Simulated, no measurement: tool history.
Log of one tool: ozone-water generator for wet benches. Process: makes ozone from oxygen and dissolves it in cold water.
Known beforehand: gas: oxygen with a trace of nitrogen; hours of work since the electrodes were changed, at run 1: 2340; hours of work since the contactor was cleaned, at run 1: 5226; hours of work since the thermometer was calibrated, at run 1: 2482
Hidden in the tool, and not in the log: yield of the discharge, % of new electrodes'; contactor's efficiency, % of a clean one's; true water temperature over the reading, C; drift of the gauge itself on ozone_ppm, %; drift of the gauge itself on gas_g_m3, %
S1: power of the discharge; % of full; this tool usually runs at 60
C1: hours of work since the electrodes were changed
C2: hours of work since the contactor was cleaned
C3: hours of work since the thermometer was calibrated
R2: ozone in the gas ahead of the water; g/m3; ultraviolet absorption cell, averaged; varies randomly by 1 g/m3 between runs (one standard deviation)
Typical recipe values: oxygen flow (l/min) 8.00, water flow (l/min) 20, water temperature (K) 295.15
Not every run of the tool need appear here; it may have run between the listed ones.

run 1 hour=0.0 | S1=60 oxygen_flow_(l/min)=8.00 water_flow_(l/min)=20 water_temperature_(K)=295.15 | C1=2340 C2=5226 C3=2482 | dissolved_ozone_(ppm)=21.9 R2=168.1
run 2 hour=93.1 | S1=60 oxygen_flow_(l/min)=8.00 water_flow_(l/min)=20 water_temperature_(K)=295.15 | C1=2414 C2=5300 C3=2556 | dissolved_ozone_(ppm)=21.9 R2=169.4
run 3 hour=192.3 | S1=60 oxygen_flow_(l/min)=8.00 water_flow_(l/min)=20 water_temperature_(K)=295.15 | C1=2492 C2=5379 C3=2635 | dissolved_ozone_(ppm)=21.6 R2=169.3
run 4 hour=277.6 | S1=60 oxygen_flow_(l/min)=8.00 water_flow_(l/min)=20 water_temperature_(K)=295.15 | C1=2560 C2=5447 C3=2703 | dissolved_ozone_(ppm)=21.3 R2=169.3
run 5 hour=375.4 | S1=60 oxygen_flow_(l/min)=8.00 water_flow_(l/min)=20 water_temperature_(K)=295.15 | C1=2638 C2=5524 C3=2780 | dissolved_ozone_(ppm)=21.3 R2=168.2
run 6 hour=472.4 | S1=60 oxygen_flow_(l/min)=8.00 water_flow_(l/min)=20 water_temperature_(K)=295.15 | C1=2715 C2=5601 C3=2857 | dissolved_ozone_(ppm)=21.3 R2=167.8
run 7 hour=588.2 | S1=60 oxygen_flow_(l/min)=8.00 water_flow_(l/min)=20 water_temperature_(K)=295.15 | C1=2806 C2=5693 C3=2949 | dissolved_ozone_(ppm)=21.2 R2=168.0
run 8 hour=686.5 | S1=60 oxygen_flow_(l/min)=8.00 water_flow_(l/min)=20 water_temperature_(K)=295.15 | C1=2884 C2=5771 C3=3027 | dissolved_ozone_(ppm)=21.3 R2=166.5
run 9 hour=800.6 | S1=60 oxygen_flow_(l/min)=8.00 water_flow_(l/min)=23 water_temperature_(K)=295.15 | C1=2975 C2=5861 C3=3117 | dissolved_ozone_(ppm)=19.1 R2=168.2
run 10 hour=884.3 | S1=60 oxygen_flow_(l/min)=8.00 water_flow_(l/min)=23 water_temperature_(K)=295.15 | C1=3041 C2=5928 C3=3184 | dissolved_ozone_(ppm)=18.8 R2=164.6
run 11 hour=970.3 | S1=60 oxygen_flow_(l/min)=8.00 water_flow_(l/min)=23 water_temperature_(K)=295.15 | C1=3110 C2=5996 C3=3252 | dissolved_ozone_(ppm)=19.1 R2=168.0
run 12 hour=1070.2 | S1=60 oxygen_flow_(l/min)=8.00 water_flow_(l/min)=23 water_temperature_(K)=295.15 | C1=3189 C2=6075 C3=3331 | dissolved_ozone_(ppm)=18.8 R2=167.8
-- hour=1145.6 contactor cleaned
run 13 hour=1184.9 | S1=60 oxygen_flow_(l/min)=8.00 water_flow_(l/min)=23 water_temperature_(K)=295.15 | C1=3277 C2=31 C3=3419 | dissolved_ozone_(ppm)=20.8 R2=166.1
run 14 hour=1326.6 | S1=60 oxygen_flow_(l/min)=8.00 water_flow_(l/min)=23 water_temperature_(K)=295.15 | C1=3389 C2=144 C3=3531 | dissolved_ozone_(ppm)=20.9 R2=166.0
run 15 hour=1461.5 | S1=60 oxygen_flow_(l/min)=8.00 water_flow_(l/min)=23 water_temperature_(K)=295.15 | C1=3496 C2=251 C3=3638 | dissolved_ozone_(ppm)=20.8 R2=165.5
run 16 hour=1532.8 | S1=60 oxygen_flow_(l/min)=8.00 water_flow_(l/min)=23 water_temperature_(K)=295.15 | C1=3553 C2=307 C3=3695 | dissolved_ozone_(ppm)=20.7 R2=166.4
run 17 hour=1614.6 | S1=60 oxygen_flow_(l/min)=8.00 water_flow_(l/min)=23 water_temperature_(K)=295.15 | C1=3617 C2=372 C3=3760 | dissolved_ozone_(ppm)=20.7 R2=166.4
run 18 hour=1698.2 | S1=76 oxygen_flow_(l/min)=12.61 water_flow_(l/min)=16 water_temperature_(K)=297.15 | C1=3684 C2=438 C3=3826 | dissolved_ozone_(ppm)=26.2 R2=149.1
run 19 hour=1815.3 | S1=76 oxygen_flow_(l/min)=12.61 water_flow_(l/min)=16 water_temperature_(K)=297.15 | C1=3777 C2=531 C3=3919 | dissolved_ozone_(ppm)=25.6 R2=149.6
run 20 hour=1904.4 | S1=42 oxygen_flow_(l/min)=4.40 water_flow_(l/min)=16 water_temperature_(K)=297.15 | C1=3847 C2=602 C3=3990 | dissolved_ozone_(ppm)=21.7 R2=185.6
run 21 hour=2001.3 | S1=94 oxygen_flow_(l/min)=4.40 water_flow_(l/min)=27 water_temperature_(K)=300.15 | C1=3924 C2=679 C3=4067 | dissolved_ozone_(ppm)=24.1 R2=329.9
run 22 hour=2091.7 | S1=94 oxygen_flow_(l/min)=10.74 water_flow_(l/min)=31 water_temperature_(K)=300.15 | C1=3996 C2=750 C3=4138 | dissolved_ozone_(ppm)=19.5 R2=190.0
run 23 hour=2156.7 | S1=94 oxygen_flow_(l/min)=5.51 water_flow_(l/min)=13 water_temperature_(K)=300.15 | C1=4047 C2=802 C3=4190 | dissolved_ozone_(ppm)=39.6 R2=284.4
run 24 hour=2281.6 | S1=94 oxygen_flow_(l/min)=5.51 water_flow_(l/min)=13 water_temperature_(K)=300.15 | C1=4146 C2=901 C3=4289 | dissolved_ozone_(ppm)=39.5 R2=285.5
run 25 hour=2348.1 | S1=41 oxygen_flow_(l/min)=5.51 water_flow_(l/min)=13 water_temperature_(K)=289.15 | C1=4199 C2=954 C3=4342 | dissolved_ozone_(ppm)=26.8 R2=156.9
run 26 hour=2438.1 | S1=41 oxygen_flow_(l/min)=5.51 water_flow_(l/min)=13 water_temperature_(K)=289.15 | C1=4271 C2=1025 C3=4413 | dissolved_ozone_(ppm)=27.0 R2=157.2
-- hour=2454.8 water thermometer calibrated
run 27 hour=2535.7 | S1=41 oxygen_flow_(l/min)=5.51 water_flow_(l/min)=13 water_temperature_(K)=289.15 | C1=4348 C2=1102 C3=64 | dissolved_ozone_(ppm)=27.1 R2=157.2
run 28 hour=2607.1 | S1=41 oxygen_flow_(l/min)=5.51 water_flow_(l/min)=13 water_temperature_(K)=289.15 | C1=4404 C2=1159 C3=121 | dissolved_ozone_(ppm)=27.2 R2=157.1
run 29 hour=2734.6 | S1=41 oxygen_flow_(l/min)=5.51 water_flow_(l/min)=13 water_temperature_(K)=289.15 | C1=4505 C2=1260 C3=222 | dissolved_ozone_(ppm)=26.9 R2=155.5
run 30 hour=2814.3 | S1=41 oxygen_flow_(l/min)=5.51 water_flow_(l/min)=13 water_temperature_(K)=289.15 | C1=4569 C2=1323 C3=285 | dissolved_ozone_(ppm)=27.3 R2=155.2
run 31 hour=2925.7 | S1=60 oxygen_flow_(l/min)=8.00 water_flow_(l/min)=20 water_temperature_(K)=295.15 | C1=4657 C2=1412 C3=374 | dissolved_ozone_(ppm)=22.3 R2=162.3
run 32 hour=3039.7 | S1=97 oxygen_flow_(l/min)=4.94 water_flow_(l/min)=31 water_temperature_(K)=295.15 | C1=4747 C2=1502 C3=464 | dissolved_ozone_(ppm)=22.5 R2=305.1

Here are 3 independent what-if runs from the current tool condition. What would each one return?
run A hour=3185.1 | S1=97 oxygen_flow_(l/min)=4.94 water_flow_(l/min)=31 water_temperature_(K)=300.15 | C1=4863 C2=1617 C3=579 | dissolved_ozone_(ppm)=? R2=?
run B hour=3185.1 | S1=50 oxygen_flow_(l/min)=9.96 water_flow_(l/min)=20 water_temperature_(K)=297.15 | C1=4863 C2=1617 C3=579 | dissolved_ozone_(ppm)=? R2=?
run C hour=3185.1 | S1=75 oxygen_flow_(l/min)=6.58 water_flow_(l/min)=20 water_temperature_(K)=299.15 | C1=4863 C2=1617 C3=579 | dissolved_ozone_(ppm)=? R2=?

run=A dissolved_ozone_(ppm)=20.9 R2=306.9
run=B dissolved_ozone_(ppm)=17.9 R2=123.8
run=C dissolved_ozone_(ppm)=24.9 R2=213.7
Had the tool no hidden state, the same runs would have come out as:
run=A dissolved_ozone_(ppm)=23.7 R2=338.3
run=B dissolved_ozone_(ppm)=19.3 R2=131.4
run=C dissolved_ozone_(ppm)=27.6 R2=232.2

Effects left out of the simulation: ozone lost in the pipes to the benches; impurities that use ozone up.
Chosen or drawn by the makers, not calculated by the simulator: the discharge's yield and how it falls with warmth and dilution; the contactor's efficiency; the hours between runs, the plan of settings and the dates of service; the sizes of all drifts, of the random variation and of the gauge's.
